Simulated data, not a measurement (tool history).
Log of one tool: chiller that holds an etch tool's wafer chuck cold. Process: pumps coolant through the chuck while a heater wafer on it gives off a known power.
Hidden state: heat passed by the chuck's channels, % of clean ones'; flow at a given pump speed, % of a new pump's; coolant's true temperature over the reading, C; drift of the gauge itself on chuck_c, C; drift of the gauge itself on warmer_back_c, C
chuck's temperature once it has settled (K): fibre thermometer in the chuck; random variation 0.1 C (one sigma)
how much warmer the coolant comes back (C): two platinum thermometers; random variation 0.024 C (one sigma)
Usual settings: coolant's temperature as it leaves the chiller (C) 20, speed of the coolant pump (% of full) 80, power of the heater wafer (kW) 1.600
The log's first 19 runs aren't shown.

run	day	coolant's temperature as it leaves the chiller (C)	speed of the coolant pump (% of full)	power of the heater wafer (kW)	hours since the coolant was changed and the channels were flushed	hours since the pump was overhauled	hours since the chiller's thermometer was calibrated	chuck's temperature once it has settled (K)	how much warmer the coolant comes back (C)
20	25.958	23	75	1.980	5059	1763	1934	311.25	5.24
21	26.854	23	75	1.980	5081	1784	1956	311.45	5.26
22	28.792	12	79	1.363	5127	1831	2002	295.35	3.43
23	30.767	16	77	1.363	5175	1878	2050	299.75	3.52
24	32.025	11	64	1.332	5205	1908	2080	295.35	4.10
25	33.496	11	64	1.332	5240	1943	2115	295.35	4.08
26	34.633	11	64	1.332	5267	1971	2142	295.55	4.09
27	36.262	20	80	1.600	5306	2010	2181	305.35	3.93
28	37.908	21	68	1.600	5346	2049	2221	307.25	4.63
29	39.471	10	69	1.600	5384	2087	2259	296.15	4.56
30	40.988	10	69	1.600	5420	2123	2295	296.45	4.58

Run 31 comes next. What will it give?
31	42.662	16	69	1.173	5460	2163	2335	?	?

chuck's temperature once it has settled (K): 298.95
how much warmer the coolant comes back (C): 3.37
Without the tool's hidden state the same run would have given chuck's temperature once it has settled (K) 297.15, how much warmer the coolant comes back (C) 3.27.

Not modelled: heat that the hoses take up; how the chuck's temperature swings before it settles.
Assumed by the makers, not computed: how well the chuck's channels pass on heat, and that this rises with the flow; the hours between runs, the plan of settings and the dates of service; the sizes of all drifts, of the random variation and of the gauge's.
